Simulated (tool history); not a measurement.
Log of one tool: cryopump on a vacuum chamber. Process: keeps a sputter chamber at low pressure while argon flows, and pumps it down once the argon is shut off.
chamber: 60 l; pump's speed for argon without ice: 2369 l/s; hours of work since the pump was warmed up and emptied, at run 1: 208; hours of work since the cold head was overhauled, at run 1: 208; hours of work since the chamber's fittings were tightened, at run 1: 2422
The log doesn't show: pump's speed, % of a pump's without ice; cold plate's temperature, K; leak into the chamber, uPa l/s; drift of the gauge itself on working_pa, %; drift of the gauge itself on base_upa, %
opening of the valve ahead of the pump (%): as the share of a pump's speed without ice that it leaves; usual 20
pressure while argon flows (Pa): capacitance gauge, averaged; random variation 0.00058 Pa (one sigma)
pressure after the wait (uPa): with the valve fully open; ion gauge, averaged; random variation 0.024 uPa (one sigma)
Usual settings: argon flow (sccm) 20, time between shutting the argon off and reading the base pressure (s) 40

| run | hour | argon flow (sccm) | time between shutting the argon off and reading the base pressure (s) | opening of the valve ahead of the pump (%) | hours of work since the pump was warmed up and emptied | hours of work since the cold head was overhauled | hours of work since the chamber's fittings were tightened | pressure while argon flows (Pa) | pressure after the wait (uPa) |
|---|---|---|---|---|---|---|---|---|---|
| 1 | 0.0 | 20 | 40 | 20 | 208 | 208 | 2422 | 0.0722 | 1.70 |
| 2 | 14.7 | 20 | 40 | 20 | 216 | 216 | 2430 | 0.0722 | 1.68 |
| 3 | 35.6 | 20 | 40 | 20 | 227 | 227 | 2441 | 0.0734 | 1.70 |
| 4 | 55.3 | 20 | 40 | 20 | 237 | 237 | 2451 | 0.0730 | 1.67 |
| 5 | 74.6 | 20 | 40 | 58 | 248 | 248 | 2461 | 0.0249 | 1.67 |
| 6 | 92.2 | 20 | 40 | 20 | 257 | 257 | 2471 | 0.0734 | 1.68 |
| 7 | 110.9 | 20 | 40 | 20 | 267 | 267 | 2481 | 0.0729 | 1.73 |
| 8 | 123.3 | 20 | 40 | 20 | 273 | 273 | 2487 | 0.0734 | 1.69 |
| 9 | 131.8 | 20 | 40 | 20 | 278 | 278 | 2492 | 0.0737 | 1.72 |
| 10 | 147.9 | 20 | 40 | 23 | 287 | 287 | 2500 | 0.0643 | 1.76 |
| 11 | 163.1 | 20 | 40 | 23 | 295 | 295 | 2509 | 0.0639 | 1.72 |
| 12 | 177.1 | 20 | 40 | 20 | 302 | 302 | 2516 | 0.0743 | 1.68 |
| 13 | 190.2 | 20 | 40 | 15 | 309 | 309 | 2523 | 0.0979 | 1.73 |
| 14 | 200.6 | 20 | 40 | 15 | 315 | 315 | 2528 | 0.0979 | 1.75 |
| 15 | 210.1 | 20 | 40 | 20 | 320 | 320 | 2534 | 0.0731 | 1.71 |
| 16 | 218.6 | 20 | 40 | 20 | 324 | 324 | 2538 | 0.0733 | 1.78 |
| 17 | 232.8 | 20 | 40 | 20 | 332 | 332 | 2546 | 0.0725 | 1.71 |
| 18 | 244.7 | 10 | 101 | 59 | 338 | 338 | 2552 | 0.0130 | 1.27 |
| 19 | 261.0 | 10 | 101 | 59 | 347 | 347 | 2561 | 0.0133 | 1.27 |
| 20 | 279.2 | 10 | 101 | 59 | 356 | 356 | 2570 | 0.0133 | 1.30 |
| 21 | 290.0 | 10 | 101 | 59 | 362 | 362 | 2576 | 0.0133 | 1.32 |
| 22 | 301.8 | 20 | 32 | 18 | 368 | 368 | 2582 | 0.0814 | 1.95 |
| 23 | 314.9 | 33 | 149 | 17 | 375 | 375 | 2589 | 0.1431 | 1.20 |
| 24 | 334.3 | 20 | 37 | 36 | 386 | 386 | 2600 | 0.0418 | 1.90 |
| 25 | 355.0 | 20 | 37 | 36 | 397 | 397 | 2611 | 0.0413 | 1.84 |
| 26 | 374.1 | 20 | 51 | 35 | 407 | 407 | 2621 | 0.0442 | 1.64 |
| 27 | 393.2 | 33 | 51 | 21 | 417 | 417 | 2631 | 0.1162 | 1.67 |
| 28 | 412.1 | 14 | 51 | 18 | 427 | 427 | 2641 | 0.0565 | 1.68 |
| 29 | 431.0 | 20 | 21 | 27 | 437 | 437 | 2651 | 0.0550 | 2.57 |
| 30 | 447.0 | 12 | 178 | 30 | 446 | 446 | 2660 | 0.0301 | 1.24 |
| 31 | 455.5 | 21 | 20 | 20 | 450 | 450 | 2664 | 0.0777 | 2.57 |
| 32 | 474.8 | 21 | 61 | 20 | 460 | 460 | 2674 | 0.0774 | 1.53 |
| 33 | 484.8 | 21 | 61 | 20 | 466 | 466 | 2680 | 0.0795 | 1.54 |
| 34 | 498.1 | 21 | 61 | 20 | 473 | 473 | 2687 | 0.0777 | 1.63 |

Some steps in pressure while argon flows (Pa) between neighbouring runs. How much of each would the tool show without its hidden state too (settings, what came in, random variation), and how much is left for the hidden state, with any gauge scatter that isn't in both results?
Run 21 -> 22: argon flow (sccm) 10 -> 20, time between shutting the argon off and reading the base pressure (s) 101 -> 32, opening of the valve ahead of the pump (%) 59 -> 18. pressure while argon flows (Pa) +0.0681: hidden state +0.0011, all else +0.0670.
Run 22 -> 23: argon flow (sccm) 20 -> 33, time between shutting the argon off and reading the base pressure (s) 32 -> 149, opening of the valve ahead of the pump (%) 18 -> 17. pressure while argon flows (Pa) +0.0617: hidden state +0.0016, all else +0.0601.
Run 23 -> 24: argon flow (sccm) 33 -> 20, time between shutting the argon off and reading the base pressure (s) 149 -> 37, opening of the valve ahead of the pump (%) 17 -> 36. pressure while argon flows (Pa) -0.1013: hidden state -0.0014, all else -0.0999.
Run 26 -> 27: argon flow (sccm) 20 -> 33, opening of the valve ahead of the pump (%) 35 -> 21. pressure while argon flows (Pa) +0.0720: hidden state +0.0017, all else +0.0703.
Run 27 -> 28: argon flow (sccm) 33 -> 14, opening of the valve ahead of the pump (%) 21 -> 18. pressure while argon flows (Pa) -0.0597: hidden state -0.0025, all else -0.0572.

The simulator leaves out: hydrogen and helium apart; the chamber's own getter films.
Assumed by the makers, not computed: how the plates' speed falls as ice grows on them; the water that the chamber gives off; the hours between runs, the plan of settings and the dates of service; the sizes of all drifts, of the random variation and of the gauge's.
